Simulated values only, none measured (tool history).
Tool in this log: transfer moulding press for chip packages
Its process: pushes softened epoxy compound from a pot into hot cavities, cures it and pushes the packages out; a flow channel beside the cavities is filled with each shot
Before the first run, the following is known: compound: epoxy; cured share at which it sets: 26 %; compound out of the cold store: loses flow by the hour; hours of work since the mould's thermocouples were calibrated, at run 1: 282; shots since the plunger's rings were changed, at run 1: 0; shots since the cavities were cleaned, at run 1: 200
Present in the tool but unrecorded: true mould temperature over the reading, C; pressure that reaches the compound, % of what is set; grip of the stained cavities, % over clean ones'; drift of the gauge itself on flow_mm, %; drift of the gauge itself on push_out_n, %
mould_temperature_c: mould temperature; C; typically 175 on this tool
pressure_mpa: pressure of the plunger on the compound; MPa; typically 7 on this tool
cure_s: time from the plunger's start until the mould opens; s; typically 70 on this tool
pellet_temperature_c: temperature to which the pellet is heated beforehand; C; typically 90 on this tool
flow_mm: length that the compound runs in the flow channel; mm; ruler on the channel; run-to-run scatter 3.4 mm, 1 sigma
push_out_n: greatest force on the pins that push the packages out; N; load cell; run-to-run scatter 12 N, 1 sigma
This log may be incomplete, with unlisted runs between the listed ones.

run,hour,mould_temperature_c,pressure_mpa,cure_s,pellet_temperature_c,hours of work since the mould's thermocouples were calibrated,shots since the plunger's rings were changed,shots since the cavities were cleaned,incoming compound's hours out of the cold store,flow_mm,push_out_n
1,0,175,7,70,90,282,0,200,14.3,803,730
# hour 17: cavities cleaned with cleaning compound and waxed
# hour 43.1: cavities cleaned with cleaning compound and waxed
# hour 71.6: cavities cleaned with cleaning compound and waxed
2,88.3,175,7,70,90,342,1448,287,23,752,770
# hour 98.4: cavities cleaned with cleaning compound and waxed
# hour 125.9: cavities cleaned with cleaning compound and waxed
3,132.1,175,7,70,90,371,2154,107,32.2,696,649
# hour 153.5: cavities cleaned with cleaning compound and waxed
# hour 172.6: mould's thermocouples calibrated
# hour 184.2: cavities cleaned with cleaning compound and waxed
4,184.2,175,7,70,90,7,2968,0,33.6,677,569
# hour 213.4: cavities cleaned with cleaning compound and waxed
# hour 240.3: cavities cleaned with cleaning compound and waxed
# hour 271.1: cavities cleaned with cleaning compound and waxed
5,272,175,7,56,90,67,4408,16,29.3,681,1116
# hour 300.2: cavities cleaned with cleaning compound and waxed
# hour 326.7: cavities cleaned with cleaning compound and waxed
# hour 335: plunger's sealing rings changed
6,344.1,175,7,70,90,115,156,258,42.6,686,707
# hour 355.4: cavities cleaned with cleaning compound and waxed
# hour 380.9: cavities cleaned with cleaning compound and waxed
# hour 409.6: cavities cleaned with cleaning compound and waxed
7,422.9,175,7.25,70,90,168,1441,230,9.5,836,787
# hour 435.2: cavities cleaned with cleaning compound and waxed
# hour 461.4: cavities cleaned with cleaning compound and waxed
8,470.7,175,7,70,99,200,2215,161,10.5,797,655
# hour 487.6: cavities cleaned with cleaning compound and waxed
# hour 516.9: cavities cleaned with cleaning compound and waxed
# hour 544.6: cavities cleaned with cleaning compound and waxed
# hour 552: cavities cleaned with cleaning compound and waxed, once more
9,559.9,175,7,70,99,260,3653,137,14.7,756,667
# hour 578.5: cavities cleaned with cleaning compound and waxed
# hour 606.3: cavities cleaned with cleaning compound and waxed
10,618.9,175,7,70,90,300,4621,218,21.7,707,731
# hour 635.9: cavities cleaned with cleaning compound and waxed
# hour 667.7: plunger's sealing rings changed
# hour 669.2: cavities cleaned with cleaning compound and waxed
11,678.6,175,7,70,90,339,163,163,27.9,746,685
# hour 697: cavities cleaned with cleaning compound and waxed
# hour 726.1: cavities cleaned with cleaning compound and waxed
12,740.1,175,7,70,90,381,1173,242,24.1,749,734
# hour 753.3: cavities cleaned with cleaning compound and waxed
# hour 769.5: mould's thermocouples calibrated
# hour 782.7: cavities cleaned with cleaning compound and waxed
# hour 813: cavities cleaned with cleaning compound and waxed
13,813,175,8.32,70,96,29,2321,0,23.7,798,579
# hour 839.1: cavities cleaned with cleaning compound and waxed
# hour 866.1: cavities cleaned with cleaning compound and waxed
14,881,175,8.32,70,96,76,3444,257,32.7,737,786
# hour 893: cavities cleaned with cleaning compound and waxed
# hour 922.3: cavities cleaned with cleaning compound and waxed
15,937.9,175,8.32,73,96,114,4376,269,26.4,756,712
# hour 951.2: cavities cleaned with cleaning compound and waxed
# hour 980.1: cavities cleaned with cleaning compound and waxed
# hour 1001.9: plunger's sealing rings changed
# hour 1008.2: cavities cleaned with cleaning compound and waxed
16,1027.8,175,7.8,73,96,174,422,338,10.2,869,761
# hour 1035.2: cavities cleaned with cleaning compound and waxed
# hour 1065: cavities cleaned with cleaning compound and waxed
# hour 1092.4: cavities cleaned with cleaning compound and waxed
17,1107.2,175,8.22,73,93,227,1717,256,11.7,865,689
# hour 1120.4: cavities cleaned with cleaning compound and waxed
# hour 1145.7: cavities cleaned with cleaning compound and waxed
# hour 1176.3: cavities cleaned with cleaning compound and waxed
18,1179.6,175,8.22,73,93,276,2891,57,35.3,735,545
# hour 1203.3: cavities cleaned with cleaning compound and waxed
# hour 1229.4: cavities cleaned with cleaning compound and waxed
# hour 1257.7: cavities cleaned with cleaning compound and waxed
19,1272.5,175,8.22,85,97,339,4418,256,12.6,816,559
# hour 1284.2: cavities cleaned with cleaning compound and waxed
# hour 1313.1: cavities cleaned with cleaning compound and waxed
# hour 1330.9: plunger's sealing rings changed
20,1331.8,183,6.8,91,90,378,15,280,26.6,726,520
# hour 1344: cavities cleaned with cleaning compound and waxed
# hour 1361.5: mould's thermocouples calibrated
# hour 1372.4: cavities cleaned with cleaning compound and waxed
# hour 1402.1: cavities cleaned with cleaning compound and waxed
21,1423,180,7.14,70,95,42,1479,361,20.9,759,675

Run 22 has not been measured yet. What should we expect?
# hour 1430.4: cavities cleaned with cleaning compound and waxed
# hour 1457: cavities cleaned with cleaning compound and waxed
22,1465.6,180,7.14,70,95,70,2163,148,11.7,?,?

flow_mm: 790 mm
push_out_n: 563 N
On a tool with no hidden condition, and with the same random variation, this run would have come out at flow_mm 821 mm, push_out_n 466 N.
